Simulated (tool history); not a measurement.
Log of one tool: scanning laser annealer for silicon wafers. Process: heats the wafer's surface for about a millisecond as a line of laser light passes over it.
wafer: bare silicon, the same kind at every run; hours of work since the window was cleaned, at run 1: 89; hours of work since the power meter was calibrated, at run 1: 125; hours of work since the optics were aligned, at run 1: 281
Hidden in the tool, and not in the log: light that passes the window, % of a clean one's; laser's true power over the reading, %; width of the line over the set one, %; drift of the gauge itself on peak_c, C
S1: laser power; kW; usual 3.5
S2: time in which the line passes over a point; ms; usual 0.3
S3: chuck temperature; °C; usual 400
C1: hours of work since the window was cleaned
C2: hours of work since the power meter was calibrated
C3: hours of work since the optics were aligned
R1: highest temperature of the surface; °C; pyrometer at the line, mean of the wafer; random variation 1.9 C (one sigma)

run,hour,S1,S2,S3,C1,C2,C3,R1
1,0,3.5,0.3,400,89,125,281,1200
2,5,3.5,0.334,400,92,128,284,1247
3,10.2,3.5,0.334,400,95,131,287,1247
4,18.3,3.5,0.334,400,100,136,292,1242
5,29.2,3.5,0.334,400,106,142,299,1245
6,37.2,3.5,0.334,400,111,147,303,1246
7,47.3,3.5,0.35,400,117,153,309,1266
8,57,3.5,0.35,400,123,158,315,1271
9,67.7,3.5,0.35,400,129,165,321,1264
10,72.1,3.5,0.35,400,132,167,324,1269
11,80.7,3.5,0.35,400,137,172,329,1270
12,90.4,3.5,0.3,400,142,178,335,1200
13,97.9,3.571,0.3,400,147,183,339,1217
14,107.8,3.5,0.3,400,153,189,345,1201
15,116.1,3.5,0.3,400,158,193,350,1199
16,123.1,3.225,0.3,400,162,198,354,1128
17,133.5,3.5,0.3,400,168,204,360,1198
18,142.4,3.5,0.3,400,173,209,366,1201
19,151,3.334,0.3,400,178,214,371,1159
20,159.9,3.334,0.3,400,184,219,376,1159
21,169.3,3.328,0.357,400,189,225,381,1231
22,173.9,3.148,0.253,386,192,228,384,1037
23,183,3.148,0.253,386,197,233,390,1033
24,193.8,3.022,0.305,372,204,239,396,1057
25,199.7,3.022,0.305,372,207,243,399,1061
26,205.6,3.595,0.222,400,211,246,403,1103
27,215.8,3.595,0.222,400,217,252,409,1102
28,221.3,3.24,0.3,416,220,256,412,1151
29,228.7,3.174,0.3,400,224,260,417,1116
30,236.6,3.729,0.25,438,229,265,421,1214
31,241.8,3.729,0.25,439,232,268,424,1219
32,248.1,3.5,0.361,400,236,272,428,1281
33,258.4,2.986,0.257,427,242,278,434,1044
34,264.2,3.5,0.287,403,245,281,438,1185
35,270.4,3.5,0.262,403,249,285,441,1148
36,279.2,3.846,0.28,375,254,290,447,1229
37,284.7,3.5,0.345,400,257,293,450,1263
38,295.3,3.5,0.345,400,264,300,456,1263
39,301.6,3.5,0.23,423,267,303,460,1120
40,307.1,3.5,0.23,423,271,307,463,1117

Forecast each of these 3 alternatives for the next run:
A,317,3.5,0.344,400,277,312,469,?
B,317,3.311,0.3,376,277,312,469,?
C,317,3.498,0.341,409,277,312,469,?

run,R1
A,1261
B,1128
C,1263
Without the tool's hidden state the same runs would have given:
run,R1
A,1262
B,1129
C,1264

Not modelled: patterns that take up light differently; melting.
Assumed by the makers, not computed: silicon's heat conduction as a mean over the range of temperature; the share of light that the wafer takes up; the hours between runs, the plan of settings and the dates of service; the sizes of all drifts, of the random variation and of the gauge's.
